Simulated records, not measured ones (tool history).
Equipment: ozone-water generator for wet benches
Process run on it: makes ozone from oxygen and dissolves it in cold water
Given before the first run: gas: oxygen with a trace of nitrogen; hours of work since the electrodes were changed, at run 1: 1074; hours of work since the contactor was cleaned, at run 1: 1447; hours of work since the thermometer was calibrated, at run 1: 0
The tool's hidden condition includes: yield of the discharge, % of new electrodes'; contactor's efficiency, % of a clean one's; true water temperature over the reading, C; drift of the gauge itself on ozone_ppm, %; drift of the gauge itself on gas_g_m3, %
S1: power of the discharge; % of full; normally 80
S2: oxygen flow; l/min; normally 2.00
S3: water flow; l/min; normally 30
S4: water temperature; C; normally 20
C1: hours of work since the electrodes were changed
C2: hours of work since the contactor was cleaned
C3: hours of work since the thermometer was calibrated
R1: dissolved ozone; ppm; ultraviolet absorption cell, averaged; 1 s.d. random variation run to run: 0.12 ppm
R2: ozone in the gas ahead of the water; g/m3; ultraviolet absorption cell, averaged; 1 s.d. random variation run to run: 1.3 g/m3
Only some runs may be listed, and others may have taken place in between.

Run 1, hour 0.0: usual settings; C1 1074; C2 1447; C3 0. Result: R1 10.7 ppm, R2 236.8 g/m3.
Run 2, hour 27.2: usual settings; C1 1096; C2 1469; C3 22. Result: R1 10.6 ppm, R2 234.1 g/m3.
Run 3, hour 72.3: usual settings; C1 1133; C2 1506; C3 59. Result: R1 10.7 ppm, R2 232.8 g/m3.
Run 4, hour 102.0: usual settings; C1 1157; C2 1531; C3 84. Result: R1 10.7 ppm, R2 233.4 g/m3.
Run 5, hour 132.4: usual settings but S1 58 % of full; C1 1182; C2 1556; C3 109. Result: R1 8.8 ppm, R2 191.8 g/m3.
Run 6, hour 159.0: usual settings but S1 58 % of full; C1 1204; C2 1578; C3 130. Result: R1 8.9 ppm, R2 192.5 g/m3.
Run 7, hour 206.8: usual settings but S1 58 % of full, S4 17 C; C1 1243; C2 1617; C3 170. Result: R1 9.0 ppm, R2 191.0 g/m3.
Run 8, hour 245.9: usual settings; C1 1275; C2 1649; C3 202. Result: R1 10.7 ppm, R2 233.9 g/m3.
Run 9, hour 270.3: usual settings; C1 1295; C2 1669; C3 222. Result: R1 10.9 ppm, R2 233.3 g/m3.
Run 10, hour 298.7: usual settings but S2 2.99 l/min; C1 1318; C2 1692; C3 245. Result: R1 11.9 ppm, R2 186.3 g/m3.
Run 11, hour 345.3: usual settings but S3 43 l/min; C1 1357; C2 1730; C3 283. Result: R1 7.2 ppm, R2 232.1 g/m3.
Run 12, hour 396.1: usual settings but S3 43 l/min; C1 1398; C2 1772; C3 325. Result: R1 7.4 ppm, R2 232.2 g/m3.
Run 13, hour 419.7: usual settings; C1 1418; C2 1791; C3 344. Result: R1 10.8 ppm, R2 231.4 g/m3.
Run 14, hour 460.8: usual settings but S2 2.99 l/min; C1 1451; C2 1825; C3 378. Result: R1 11.9 ppm, R2 185.1 g/m3.
Run 15, hour 485.2: usual settings but S2 2.99 l/min; C1 1471; C2 1845; C3 398. Result: R1 11.6 ppm, R2 182.3 g/m3.
Run 16, hour 531.4: usual settings but S1 71 % of full, S2 1.99 l/min; C1 1509; C2 1883; C3 436. Result: R1 10.0 ppm, R2 215.4 g/m3.
Run 17, hour 580.2: usual settings but S1 61 % of full, S2 2.80 l/min; C1 1549; C2 1923; C3 476. Result: R1 9.7 ppm, R2 162.7 g/m3.
Run 18, hour 625.1: usual settings but S1 85 % of full, S2 1.25 l/min; C1 1586; C2 1960; C3 512. Result: R1 9.7 ppm, R2 310.9 g/m3.
Run 19, hour 665.4: usual settings but S1 85 % of full, S2 1.25 l/min, S3 45 l/min, S4 26 C; C1 1619; C2 1993; C3 545. Result: R1 6.0 ppm, R2 310.7 g/m3.
Run 20, hour 714.8: usual settings but S1 64 % of full, S4 19 C; C1 1659; C2 2033; C3 586. Result: R1 9.5 ppm, R2 201.2 g/m3.
Run 21, hour 743.0: usual settings but S1 58 % of full, S2 1.51 l/min, S3 28 l/min, S4 17 C; C1 1683; C2 2056; C3 609. Result: R1 8.8 ppm, R2 220.8 g/m3.
Run 22, hour 786.1: usual settings but S1 58 % of full, S2 1.53 l/min, S3 18 l/min, S4 17 C; C1 1718; C2 2092; C3 644. Result: R1 13.9 ppm, R2 221.4 g/m3.
Run 23, hour 828.8: usual settings but S2 1.10 l/min, S4 24 C; C1 1753; C2 2126; C3 679. Result: R1 8.8 ppm, R2 320.6 g/m3.
Run 24, hour 855.1: usual settings but S2 1.10 l/min, S4 24 C; C1 1775; C2 2148; C3 701. Result: R1 8.8 ppm, R2 323.0 g/m3.
Run 25, hour 879.8: usual settings but S1 99 % of full, S2 1.85 l/min, S3 47 l/min, S4 16 C; C1 1795; C2 2168; C3 721. Result: R1 7.4 ppm, R2 272.7 g/m3.
Run 26, hour 922.2: usual settings but S1 99 % of full, S2 1.53 l/min, S3 25 l/min, S4 24 C; C1 1830; C2 2203; C3 756. Result: R1 13.4 ppm, R2 305.0 g/m3.
Run 27, hour 955.8: usual settings but S1 99 % of full, S2 1.76 l/min, S3 25 l/min, S4 24 C; C1 1857; C2 2231; C3 783. Result: R1 13.9 ppm, R2 278.5 g/m3.
Run 28, hour 1007.5: usual settings but S1 99 % of full, S2 1.76 l/min, S3 25 l/min, S4 24 C; C1 1899; C2 2273; C3 826. Result: R1 13.8 ppm, R2 282.0 g/m3.
Run 29, hour 1035.6: usual settings but S1 99 % of full, S2 1.76 l/min, S3 25 l/min, S4 24 C; C1 1922; C2 2296; C3 849. Result: R1 13.8 ppm, R2 278.3 g/m3.

5 ways to go on from here, each from the tool as it stands after run 29. What would each give?
Run A, hour 1083.8: usual settings but S4 21 C; C1 1962; C2 2335; C3 888. Result: R1 ?, R2 ?.
Run B, hour 1083.8: usual settings but S1 79 % of full, S2 1.76 l/min, S3 20 l/min, S4 24 C; C1 1962; C2 2335; C3 888. Result: R1 ?, R2 ?.
Run C, hour 1083.8: usual settings but S1 79 % of full, S2 1.87 l/min, S3 27 l/min; C1 1962; C2 2335; C3 888. Result: R1 ?, R2 ?.
Run D, hour 1083.8: usual settings but S4 28 C; C1 1962; C2 2335; C3 888. Result: R1 ?, R2 ?.
Run E, hour 1083.8: usual settings but S1 99 % of full, S2 1.76 l/min, S3 23 l/min, S4 24 C; C1 1962; C2 2335; C3 888. Result: R1 ?, R2 ?.

run    R1     R2
  A  10.7  227.1
  B  14.8  242.6
  C  11.6  234.8
  D  10.2  230.3
  E  14.8  281.3
Stripped of hidden state, with their random variation kept, the same runs would have yielded:
run    R1     R2
  A  10.7  231.6
  B  14.8  247.4
  C  11.6  239.5
  D  10.2  234.9
  E  14.8  286.9

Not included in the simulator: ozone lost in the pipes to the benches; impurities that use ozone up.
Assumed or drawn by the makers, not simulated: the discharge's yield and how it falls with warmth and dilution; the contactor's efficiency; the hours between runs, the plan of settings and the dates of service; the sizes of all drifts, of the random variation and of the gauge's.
